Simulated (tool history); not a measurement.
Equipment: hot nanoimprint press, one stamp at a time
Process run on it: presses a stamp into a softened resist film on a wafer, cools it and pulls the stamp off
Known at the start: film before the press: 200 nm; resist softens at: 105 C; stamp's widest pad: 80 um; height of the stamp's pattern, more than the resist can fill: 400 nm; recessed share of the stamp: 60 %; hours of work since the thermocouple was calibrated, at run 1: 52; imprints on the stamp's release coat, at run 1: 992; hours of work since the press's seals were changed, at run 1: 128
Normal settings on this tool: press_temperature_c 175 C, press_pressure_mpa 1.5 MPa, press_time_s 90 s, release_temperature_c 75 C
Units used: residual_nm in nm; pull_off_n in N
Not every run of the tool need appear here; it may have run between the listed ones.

| run | hour | press_temperature_c | press_pressure_mpa | press_time_s | release_temperature_c | hours of work since the thermocouple was calibrated | imprints on the stamp's release coat | hours of work since the press's seals were changed | residual_nm | pull_off_n |
|---|---|---|---|---|---|---|---|---|---|---|
| 1 | 0 | 175 | 1.5 | 90 | 75 | 52 | 992 | 128 | 71 | 136 |
| 2 | 11 | 175 | 1.5 | 90 | 75 | 60 | 1050 | 136 | 71.2 | 141 |
| 3 | 19.8 | 175 | 1.5 | 90 | 70 | 66 | 1097 | 142 | 70.9 | 161 |
|  | 35.6 | stamp cleaned and given a new release coat |
| 4 | 37.1 | 175 | 1.5 | 90 | 75 | 74 | 8 | 150 | 71 | 139 |
| 5 | 48.3 | 175 | 1.5 | 90 | 75 | 82 | 66 | 158 | 70.7 | 134 |
| 6 | 59.3 | 175 | 1.5 | 90 | 75 | 89 | 125 | 165 | 70.5 | 141 |
| 7 | 70.2 | 175 | 1.5 | 90 | 75 | 97 | 183 | 173 | 70.3 | 139 |
| 8 | 81.4 | 168 | 1.5 | 90 | 75 | 105 | 242 | 181 | 90.1 | 140 |
| 9 | 88.9 | 168 | 1.5 | 90 | 75 | 110 | 281 | 186 | 89.3 | 139 |
| 10 | 97.9 | 173 | 1.5 | 90 | 75 | 117 | 329 | 193 | 75.7 | 133 |
| 11 | 108.4 | 178 | 1.5 | 90 | 75 | 124 | 384 | 200 | 63.4 | 141 |
| 12 | 117.6 | 178 | 1.5 | 90 | 75 | 131 | 433 | 207 | 63.3 | 143 |
| 13 | 125.5 | 175 | 1.5 | 141 | 75 | 136 | 475 | 212 | 58.2 | 135 |
| 14 | 136.8 | 164 | 1.5 | 90 | 75 | 144 | 535 | 220 | 102.7 | 140 |
| 15 | 146.4 | 175 | 1.5 | 90 | 75 | 151 | 586 | 227 | 70.1 | 137 |
| 16 | 155.3 | 175 | 1.5 | 63 | 75 | 157 | 632 | 233 | 80.7 | 143 |
| 17 | 161 | 178 | 1.71 | 63 | 75 | 161 | 663 | 237 | 69.1 | 139 |
| 18 | 168.3 | 178 | 1.71 | 63 | 75 | 166 | 701 | 242 | 68.7 | 138 |
| 19 | 175.9 | 178 | 1.71 | 63 | 66 | 172 | 742 | 248 | 68.6 | 177 |
| 20 | 189.5 | 178 | 1.57 | 63 | 75 | 181 | 813 | 257 | 71.7 | 139 |
| 21 | 199.6 | 177 | 1.3 | 67 | 75 | 189 | 867 | 265 | 78.4 | 137 |
| 22 | 211.5 | 172 | 1.17 | 64 | 75 | 197 | 930 | 273 | 97.5 | 136 |
| 23 | 217.4 | 175 | 1.5 | 90 | 74 | 201 | 961 | 277 | 69.4 | 141 |
| 24 | 226.8 | 177 | 1.5 | 76 | 74 | 208 | 1011 | 284 | 69.7 | 143 |
| 25 | 240.5 | 175 | 1.51 | 68 | 80 | 217 | 1083 | 293 | 77.4 | 122 |
| 26 | 250.9 | 175 | 1.51 | 68 | 80 | 225 | 1138 | 301 | 77 | 120 |
|  | 258.9 | stamp cleaned and given a new release coat |
|  | 259.6 | gauge calibrated |
| 27 | 265.3 | 186 | 1.22 | 68 | 80 | 231 | 34 | 307 | 62.7 | 125 |
| 28 | 276.2 | 184 | 1.6 | 90 | 63 | 238 | 92 | 314 | 51.2 | 171 |
| 29 | 285.2 | 175 | 0.98 | 90 | 71 | 245 | 139 | 321 | 86.6 | 153 |
| 30 | 292.3 | 170 | 0.98 | 90 | 71 | 250 | 176 | 326 | 101.9 | 156 |

4 ways to go on from here, each from the tool as it stands after run 30. What would each give?
| A | 300.8 | 181 | 0.98 | 63 | 73 | 256 | 222 | 332 | ? | ? |
| B | 300.8 | 169 | 1.5 | 84 | 75 | 256 | 222 | 332 | ? | ? |
| C | 300.8 | 175 | 1.5 | 73 | 63 | 256 | 222 | 332 | ? | ? |
| D | 300.8 | 175 | 1.5 | 90 | 67 | 256 | 222 | 332 | ? | ? |

| run | residual_nm | pull_off_n |
|---|---|---|
| A | 82.8 | 141 |
| B | 89.3 | 139 |
| C | 77 | 175 |
| D | 70.8 | 162 |
The same runs, with their run-to-run variation unchanged, on a tool lacking any hidden condition would have given:
| run | residual_nm | pull_off_n |
|---|---|---|
| A | 83.3 | 141 |
| B | 89.8 | 139 |
| C | 77.4 | 175 |
| D | 71.2 | 162 |
